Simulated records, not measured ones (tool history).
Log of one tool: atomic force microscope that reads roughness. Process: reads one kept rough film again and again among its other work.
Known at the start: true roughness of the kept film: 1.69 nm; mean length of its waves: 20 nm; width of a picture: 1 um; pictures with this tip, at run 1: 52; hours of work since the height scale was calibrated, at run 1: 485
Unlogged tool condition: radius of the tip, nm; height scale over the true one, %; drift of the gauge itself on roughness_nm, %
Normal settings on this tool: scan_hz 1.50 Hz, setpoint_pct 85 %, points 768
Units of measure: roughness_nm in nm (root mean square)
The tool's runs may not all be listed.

run	hour	scan_hz	setpoint_pct	points	pictures with this tip	hours of work since the height scale was calibrated	roughness_nm
1	0.0	1.50	85	768	52	485	1.245
2	14.7	1.50	85	614	82	497	1.170
# hour 35.6: new tip fitted
3	36.3	1.50	74	768	2	513	1.471
4	57.6	1.50	57	768	45	530	1.360
5	72.8	1.50	85	768	76	542	1.187
6	94.3	1.50	85	768	120	559	1.100
# hour 96.5: new tip fitted
7	110.3	1.50	85	768	28	572	1.354
8	123.2	1.50	85	768	54	582	1.285
9	139.3	1.58	85	768	87	594	1.171
# hour 142.6: height scale calibrated on a step standard
10	155.7	1.58	85	768	119	10	1.110
# hour 158.5: new tip fitted
11	177.7	1.58	85	768	39	27	1.317
12	202.0	1.58	85	768	89	47	1.166
13	216.5	1.58	85	768	119	58	1.108
# hour 219.1: new tip fitted
14	241.5	3.28	85	768	46	78	1.197
# hour 244.2: height scale calibrated on a step standard, once more
15	266.0	3.28	85	768	94	17	1.068
16	279.6	3.28	85	768	121	28	0.999
# hour 282.2: new tip fitted
17	291.3	3.28	58	357	18	37	1.400
18	314.5	1.74	75	269	66	55	1.231
19	325.6	1.74	75	269	88	64	1.163
# hour 343.8: new tip fitted
20	343.9	1.74	67	996	1	78	1.488
21	362.1	1.48	67	996	38	93	1.359
22	372.5	1.48	67	996	59	101	1.300
23	396.2	0.56	85	820	108	120	1.185
# hour 404.6: new tip fitted
24	410.4	3.50	62	829	12	130	1.425
25	430.0	1.50	85	337	52	146	1.243
26	454.8	2.69	85	343	102	166	1.058
# hour 466.0: new tip fitted
27	471.7	2.69	85	343	12	179	1.299
28	492.5	0.83	88	610	54	195	1.303
29	509.0	1.14	85	371	88	208	1.185
# hour 528.2: new tip fitted
30	530.0	1.14	88	371	3	224	1.419
31	546.6	0.65	85	831	38	238	1.387
32	563.2	0.53	70	799	71	251	1.309

Predict each of these 4 candidate next runs independently; none follows another, all start after run 32:
A	580.6	1.50	86	768	107	264	?
B	580.6	2.54	70	673	107	264	?
C	580.6	3.38	70	799	107	264	?
D	580.6	0.53	68	799	107	264	?

run	roughness_nm
A	1.126
B	1.143
C	1.131
D	1.208
Without the tool's unlogged condition, the same runs would have read:
run	roughness_nm
A	1.428
B	1.451
C	1.434
D	1.534
